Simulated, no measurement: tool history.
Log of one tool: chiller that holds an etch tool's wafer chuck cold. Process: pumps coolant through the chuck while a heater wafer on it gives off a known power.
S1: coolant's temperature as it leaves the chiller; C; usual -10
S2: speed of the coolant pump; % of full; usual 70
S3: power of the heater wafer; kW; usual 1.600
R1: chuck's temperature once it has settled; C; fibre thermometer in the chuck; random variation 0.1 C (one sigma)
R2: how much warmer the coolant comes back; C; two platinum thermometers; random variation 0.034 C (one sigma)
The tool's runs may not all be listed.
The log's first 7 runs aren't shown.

| run | day | S1 | S2 | S3 | R1 | R2 |
|---|---|---|---|---|---|---|
| 8 | 10.262 | -10 | 70 | 1.600 | 3.5 | 5.25 |
| 9 | 12.046 | -10 | 70 | 1.600 | 3.5 | 5.27 |
| 10 | 13.200 | -10 | 70 | 2.371 | 9.9 | 7.81 |
| 11 | 13.971 | -10 | 70 | 2.371 | 10.0 | 7.79 |
| 12 | 15.183 | -10 | 70 | 1.600 | 3.4 | 5.28 |
| 13 | 16.617 | -10 | 70 | 1.155 | -0.2 | 3.76 |
| 14 | 18.267 | -10 | 70 | 1.155 | 0.0 | 3.88 |
| 15 | 19.392 | -10 | 70 | 1.155 | 0.0 | 3.79 |
| 16 | 20.700 | -10 | 70 | 1.600 | 3.7 | 5.32 |
| 17 | 22.150 | -10 | 70 | 1.600 | 3.5 | 5.28 |
| 18 | 23.750 | -10 | 70 | 1.600 | 3.6 | 5.29 |
| 19 | 25.288 | -10 | 70 | 1.600 | 3.8 | 5.32 |
| 20 | 26.967 | -10 | 91 | 2.376 | 5.5 | 5.90 |
| 21 | 28.117 | -16 | 70 | 1.600 | -2.1 | 5.33 |
| 22 | 29.838 | -16 | 70 | 1.600 | -2.2 | 5.31 |
| 23 | 31.162 | -9 | 88 | 0.962 | -2.3 | 2.50 |
| 24 | 32.088 | -8 | 88 | 1.670 | 3.5 | 4.40 |
| 25 | 33.008 | -17 | 82 | 1.853 | -3.2 | 5.17 |
| 26 | 34.675 | -17 | 82 | 1.853 | -3.3 | 5.21 |
| 27 | 35.942 | -17 | 82 | 1.853 | -3.1 | 5.12 |
| 28 | 36.688 | -7 | 70 | 2.101 | 10.9 | 7.05 |
| 29 | 37.558 | -13 | 90 | 2.101 | 1.1 | 5.33 |
| 30 | 38.808 | -16 | 74 | 2.101 | 1.1 | 6.59 |
| 31 | 40.067 | -2 | 70 | 1.600 | 11.9 | 5.34 |
| 32 | 41.075 | -2 | 70 | 1.600 | 11.9 | 5.38 |

Forecast each of these 4 alternatives for the next run:
| A | 41.817 | -10 | 70 | 1.605 | ? | ? |
| B | 41.817 | -9 | 90 | 1.023 | ? | ? |
| C | 41.817 | -17 | 63 | 0.926 | ? | ? |
| D | 41.817 | -18 | 69 | 1.783 | ? | ? |

| run | R1 | R2 |
|---|---|---|
| A | 3.8 | 5.39 |
| B | -1.8 | 2.61 |
| C | -8.0 | 3.47 |
| D | -2.3 | 6.04 |
Without the tool's hidden state the same runs would have given:
| run | R1 | R2 |
|---|---|---|
| A | 2.5 | 5.24 |
| B | -2.7 | 2.54 |
| C | -9.0 | 3.38 |
| D | -3.6 | 5.87 |
